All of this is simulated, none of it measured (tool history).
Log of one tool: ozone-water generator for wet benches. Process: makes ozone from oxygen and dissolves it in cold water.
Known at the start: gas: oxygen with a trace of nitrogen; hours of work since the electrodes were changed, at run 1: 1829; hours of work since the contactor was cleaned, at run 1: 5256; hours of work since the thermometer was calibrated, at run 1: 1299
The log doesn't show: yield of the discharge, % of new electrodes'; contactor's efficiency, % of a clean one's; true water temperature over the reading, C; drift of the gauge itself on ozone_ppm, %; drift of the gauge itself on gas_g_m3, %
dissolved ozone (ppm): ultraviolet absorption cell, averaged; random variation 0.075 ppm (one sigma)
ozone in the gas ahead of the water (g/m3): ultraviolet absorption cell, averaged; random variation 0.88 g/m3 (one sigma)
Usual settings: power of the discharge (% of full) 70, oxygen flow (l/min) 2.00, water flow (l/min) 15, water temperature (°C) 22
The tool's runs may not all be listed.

run	hour	power of the discharge (% of full)	oxygen flow (l/min)	water flow (l/min)	water temperature (°C)	hours of work since the electrodes were changed	hours of work since the contactor was cleaned	hours of work since the thermometer was calibrated	dissolved ozone (ppm)	ozone in the gas ahead of the water (g/m3)
1	0.0	70	2.00	15	22	1829	5256	1299	8.55	142.1
2	127.5	70	2.00	15	22	1945	5372	1415	8.53	140.8
3	248.2	70	2.00	15	22	2055	5481	1525	8.44	139.3
4	355.2	70	2.00	15	22	2152	5579	1622	8.38	139.3
5	436.0	70	2.00	9	22	2225	5652	1695	13.65	138.8
6	573.0	70	1.71	15	22	2350	5777	1820	8.28	153.4
7	654.2	70	2.00	15	22	2424	5851	1894	8.27	140.5
8	738.7	70	2.00	15	19	2501	5928	1971	8.71	137.8
9	819.2	70	2.00	15	14	2574	6001	2044	9.09	138.6
10	1004.5	70	2.00	15	14	2743	6169	2213	9.08	139.6
11	1097.5	70	2.00	15	14	2827	6254	2297	9.09	138.6
12	1260.9	70	2.00	15	14	2976	6403	2446	8.93	139.0
13	1356.8	70	2.00	15	16	3063	6490	2533	8.94	139.1
# hour 1370.7: contactor cleaned
14	1534.0	70	2.00	15	16	3221	149	2691	8.60	137.2
15	1718.1	70	2.00	15	22	3388	316	2858	7.98	138.5
16	1811.9	70	2.00	15	22	3474	401	2944	8.13	139.0
17	1971.0	70	2.00	15	22	3618	546	3088	8.03	136.8
18	2144.6	84	2.00	15	22	3776	704	3246	8.98	154.5
# hour 2211.9: contactor cleaned, once more
19	2301.2	84	2.10	15	23	3915	81	3385	9.68	150.5
20	2428.2	70	2.00	23	22	4031	197	3501	5.43	135.4
# hour 2584.9: water thermometer calibrated
21	2589.5	68	2.00	10	22	4177	343	4	12.49	131.8
22	2756.5	56	2.00	22	22	4329	495	156	4.79	116.4
23	2859.0	56	1.41	22	22	4422	588	249	4.53	143.4
24	2948.5	70	2.00	15	29	4504	670	331	7.97	136.1
25	3033.3	70	2.00	15	29	4581	747	408	7.85	134.8
26	3216.5	70	2.00	15	29	4747	914	575	7.73	133.9
27	3350.9	70	2.00	15	28	4870	1036	697	8.05	135.1
28	3524.9	63	2.41	15	24	5028	1194	855	7.75	111.9
29	3649.8	50	2.00	15	17	5142	1308	969	6.90	107.8
30	3751.0	50	2.00	15	17	5234	1400	1061	6.85	106.3
31	3835.3	50	1.50	14	29	5310	1477	1138	6.50	124.9
32	3990.1	50	1.50	14	29	5451	1617	1278	6.51	124.6
33	4151.4	44	2.00	13	22	5598	1764	1425	7.09	97.7

Forecast each of these 4 alternatives for the next run:
A	4305.5	99	1.76	17	22	5738	1904	1565	?	?
B	4305.5	72	2.88	15	22	5738	1904	1565	?	?
C	4305.5	62	2.00	15	22	5738	1904	1565	?	?
D	4305.5	70	2.81	12	29	5738	1904	1565	?	?

run	dissolved ozone (ppm)	ozone in the gas ahead of the water (g/m3)
A	9.07	181.9
B	8.61	109.6
C	7.50	122.4
D	9.43	107.9
Without the tool's hidden state the same runs would have given:
run	dissolved ozone (ppm)	ozone in the gas ahead of the water (g/m3)
A	10.27	202.2
B	9.55	119.5
C	8.26	132.2
D	10.41	117.6
